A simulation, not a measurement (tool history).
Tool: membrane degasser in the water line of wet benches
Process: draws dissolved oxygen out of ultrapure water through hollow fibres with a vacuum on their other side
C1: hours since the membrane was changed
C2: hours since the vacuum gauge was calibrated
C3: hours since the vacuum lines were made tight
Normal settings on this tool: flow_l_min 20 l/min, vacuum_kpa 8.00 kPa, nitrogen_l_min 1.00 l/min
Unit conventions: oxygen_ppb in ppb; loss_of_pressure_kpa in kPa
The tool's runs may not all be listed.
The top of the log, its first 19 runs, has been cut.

run 20 hour=3416.0 | flow_l_min=14 vacuum_kpa=16.14 nitrogen_l_min=0.46 | C1=8435 C2=8447 C3=4002 | oxygen_ppb=769.3 loss_of_pressure_kpa=22.93
-- hour=3489.6 vacuum gauge calibrated
-- hour=3535.8 seals of the vacuum lines changed
run 21 hour=3675.9 | flow_l_min=14 vacuum_kpa=16.14 nitrogen_l_min=0.46 | C1=8693 C2=184 C3=140 | oxygen_ppb=751.6 loss_of_pressure_kpa=22.81
run 22 hour=3791.7 | flow_l_min=29 vacuum_kpa=8.00 nitrogen_l_min=2.07 | C1=8808 C2=300 C3=256 | oxygen_ppb=165.4 loss_of_pressure_kpa=47.08
-- hour=3849.9 membrane cartridge changed
run 23 hour=4021.7 | flow_l_min=29 vacuum_kpa=8.00 nitrogen_l_min=2.07 | C1=172 C2=526 C3=482 | oxygen_ppb=167.3 loss_of_pressure_kpa=47.27
run 24 hour=4254.1 | flow_l_min=26 vacuum_kpa=8.00 nitrogen_l_min=1.00 | C1=404 C2=759 C3=714 | oxygen_ppb=269.2 loss_of_pressure_kpa=42.24
run 25 hour=4389.6 | flow_l_min=26 vacuum_kpa=8.00 nitrogen_l_min=1.00 | C1=540 C2=894 C3=850 | oxygen_ppb=277.2 loss_of_pressure_kpa=41.81
-- hour=4431.9 gauge calibrated
run 26 hour=4541.9 | flow_l_min=20 vacuum_kpa=6.28 nitrogen_l_min=1.04 | C1=692 C2=1046 C3=1002 | oxygen_ppb=136.8 loss_of_pressure_kpa=31.97
run 27 hour=4788.2 | flow_l_min=20 vacuum_kpa=6.28 nitrogen_l_min=1.04 | C1=938 C2=1293 C3=1248 | oxygen_ppb=136.5 loss_of_pressure_kpa=31.57
run 28 hour=4909.2 | flow_l_min=20 vacuum_kpa=8.00 nitrogen_l_min=0.46 | C1=1059 C2=1414 C3=1369 | oxygen_ppb=403.6 loss_of_pressure_kpa=31.70
run 29 hour=5115.4 | flow_l_min=20 vacuum_kpa=6.14 nitrogen_l_min=0.79 | C1=1265 C2=1620 C3=1576 | oxygen_ppb=164.4 loss_of_pressure_kpa=31.77
run 30 hour=5267.3 | flow_l_min=20 vacuum_kpa=17.27 nitrogen_l_min=0.73 | C1=1417 C2=1772 C3=1727 | oxygen_ppb=766.2 loss_of_pressure_kpa=32.08
run 31 hour=5447.5 | flow_l_min=20 vacuum_kpa=17.27 nitrogen_l_min=0.73 | C1=1598 C2=1952 C3=1908 | oxygen_ppb=773.0 loss_of_pressure_kpa=32.08

Below are 4 alternative next runs, each starting from the tool's condition after run 31. Predict each:
run A hour=5566.8 | flow_l_min=15 vacuum_kpa=17.27 nitrogen_l_min=1.90 | C1=1717 C2=2071 C3=2027 | oxygen_ppb=? loss_of_pressure_kpa=?
run B hour=5566.8 | flow_l_min=32 vacuum_kpa=8.00 nitrogen_l_min=1.93 | C1=1717 C2=2071 C3=2027 | oxygen_ppb=? loss_of_pressure_kpa=?
run C hour=5566.8 | flow_l_min=17 vacuum_kpa=13.46 nitrogen_l_min=0.94 | C1=1717 C2=2071 C3=2027 | oxygen_ppb=? loss_of_pressure_kpa=?
run D hour=5566.8 | flow_l_min=22 vacuum_kpa=12.05 nitrogen_l_min=1.93 | C1=1717 C2=2071 C3=2027 | oxygen_ppb=? loss_of_pressure_kpa=?

run=A oxygen_ppb=262.5 loss_of_pressure_kpa=23.84
run=B oxygen_ppb=198.4 loss_of_pressure_kpa=51.02
run=C oxygen_ppb=408.8 loss_of_pressure_kpa=27.53
run=D oxygen_ppb=236.9 loss_of_pressure_kpa=35.17
Without the tool's unlogged condition, the same runs would have read:
run=A oxygen_ppb=262.4 loss_of_pressure_kpa=23.66
run=B oxygen_ppb=198.2 loss_of_pressure_kpa=50.64
run=C oxygen_ppb=408.6 loss_of_pressure_kpa=27.33
run=D oxygen_ppb=236.8 loss_of_pressure_kpa=34.90
